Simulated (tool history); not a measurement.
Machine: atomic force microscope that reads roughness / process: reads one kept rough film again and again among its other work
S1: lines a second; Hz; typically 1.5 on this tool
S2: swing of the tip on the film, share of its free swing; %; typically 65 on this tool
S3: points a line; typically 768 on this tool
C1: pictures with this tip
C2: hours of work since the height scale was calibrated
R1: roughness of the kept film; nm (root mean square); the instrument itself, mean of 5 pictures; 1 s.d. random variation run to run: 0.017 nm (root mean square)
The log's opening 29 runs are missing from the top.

run     day    S1  S2   S3   C1   C2     R1
 30  63.242   1.5  59  768   99  180  4.196
 31  65.079  3.66  85  466  154  207  3.404
 32  67.467  3.66  75  466  225  242  3.683
     68.771  -- new tip fitted
 33  70.138  3.66  75  466   41  281  3.696
 34  72.975  1.12  83  317  126  323   4.01
 35  75.804  0.52  70  653  211  364  4.201
     77.554  -- new tip fitted
 36  77.554  0.52  60  653    0  390  4.239
 37  79.246  1.26  72  565   51  415  4.107

Run 38, settings as shown, results not yet in. Your forecast:
 38  80.921  1.23  56  981  101  439   ?

{"run 38": {"R1": 4.224}}
With the hidden condition absent and the run-to-run variation left alone, this run would have shown R1 4.232 nm (root mean square).

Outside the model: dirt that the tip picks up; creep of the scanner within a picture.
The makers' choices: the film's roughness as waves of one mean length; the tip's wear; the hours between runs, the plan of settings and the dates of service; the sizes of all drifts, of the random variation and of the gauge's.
